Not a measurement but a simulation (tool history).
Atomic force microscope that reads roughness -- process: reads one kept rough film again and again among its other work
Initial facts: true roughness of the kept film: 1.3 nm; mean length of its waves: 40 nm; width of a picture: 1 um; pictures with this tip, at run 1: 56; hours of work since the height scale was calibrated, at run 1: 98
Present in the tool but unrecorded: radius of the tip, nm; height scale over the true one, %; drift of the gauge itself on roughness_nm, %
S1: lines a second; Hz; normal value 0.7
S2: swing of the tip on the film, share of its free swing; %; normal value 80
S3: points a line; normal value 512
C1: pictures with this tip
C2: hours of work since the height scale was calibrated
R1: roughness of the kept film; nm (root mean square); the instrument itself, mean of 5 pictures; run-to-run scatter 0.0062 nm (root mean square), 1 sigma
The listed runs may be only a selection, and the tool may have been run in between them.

run 1 hour=0 | S1=0.7 S2=80 S3=512 | C1=56 C2=98 | R1=1.175
run 2 hour=10 | S1=0.7 S2=61 S3=512 | C1=67 C2=105 | R1=1.205
run 3 hour=21.4 | S1=0.7 S2=72 S3=512 | C1=80 C2=113 | R1=1.171
run 4 hour=38.7 | S1=1.374 S2=80 S3=512 | C1=100 C2=125 | R1=1.089
run 5 hour=49.1 | S1=1.374 S2=80 S3=512 | C1=112 C2=133 | R1=1.098
run 6 hour=61.5 | S1=1.374 S2=80 S3=512 | C1=126 C2=141 | R1=1.09
run 7 hour=73 | S1=1.374 S2=80 S3=512 | C1=139 C2=149 | R1=1.09
run 8 hour=90 | S1=1.374 S2=71 S3=512 | C1=158 C2=161 | R1=1.111
run 9 hour=102.3 | S1=1.374 S2=71 S3=512 | C1=172 C2=170 | R1=1.117
run 10 hour=113.4 | S1=0.7 S2=80 S3=512 | C1=185 C2=177 | R1=1.112
run 11 hour=123.7 | S1=0.7 S2=80 S3=502 | C1=197 C2=185 | R1=1.103
run 12 hour=133.5 | S1=0.7 S2=80 S3=927 | C1=208 C2=191 | R1=1.113
run 13 hour=148.5 | S1=0.91 S2=56 S3=387 | C1=225 C2=202 | R1=1.128
run 14 hour=159.2 | S1=0.91 S2=78 S3=986 | C1=237 C2=209 | R1=1.084
-- hour=164.3 new tip fitted
run 15 hour=170.8 | S1=2.84 S2=62 S3=512 | C1=8 C2=217 | R1=1.161
run 16 hour=184.2 | S1=2.84 S2=62 S3=512 | C1=23 C2=226 | R1=1.162
run 17 hour=197.7 | S1=2.84 S2=58 S3=869 | C1=38 C2=236 | R1=1.175
run 18 hour=208.5 | S1=0.7 S2=57 S3=460 | C1=51 C2=243 | R1=1.212
run 19 hour=227.2 | S1=0.7 S2=57 S3=460 | C1=72 C2=256 | R1=1.201
run 20 hour=235.7 | S1=0.7 S2=57 S3=460 | C1=82 C2=262 | R1=1.197
run 21 hour=248.5 | S1=0.852 S2=74 S3=284 | C1=96 C2=271 | R1=1.149
run 22 hour=266 | S1=1.981 S2=85 S3=325 | C1=116 C2=283 | R1=1.006

Below, some changes in R1 between adjacent runs. For each, the amount present without the hidden state too (settings, incoming material, random variation) and the amount remaining for the hidden state with gauge scatter not shared by both compared results:
Run 3 -> 4: S1 0.7 -> 1.374, S2 72 -> 80. R1 -0.082 nm (root mean square): hidden state -0.006, all else -0.076.
Run 14 -> 15: S1 0.91 -> 2.84, S2 78 -> 62, S3 986 -> 512, new tip fitted. R1 +0.077 nm (root mean square): hidden state +0.098, all else -0.021.
Run 18 -> 19: no setting touched and nothing written in the log between the runs. R1 -0.011 nm (root mean square): hidden state -0.011, all else +0.
Run 21 -> 22: S1 0.852 -> 1.981, S2 74 -> 85, S3 284 -> 325. R1 -0.143 nm (root mean square): hidden state -0.003, all else -0.14.

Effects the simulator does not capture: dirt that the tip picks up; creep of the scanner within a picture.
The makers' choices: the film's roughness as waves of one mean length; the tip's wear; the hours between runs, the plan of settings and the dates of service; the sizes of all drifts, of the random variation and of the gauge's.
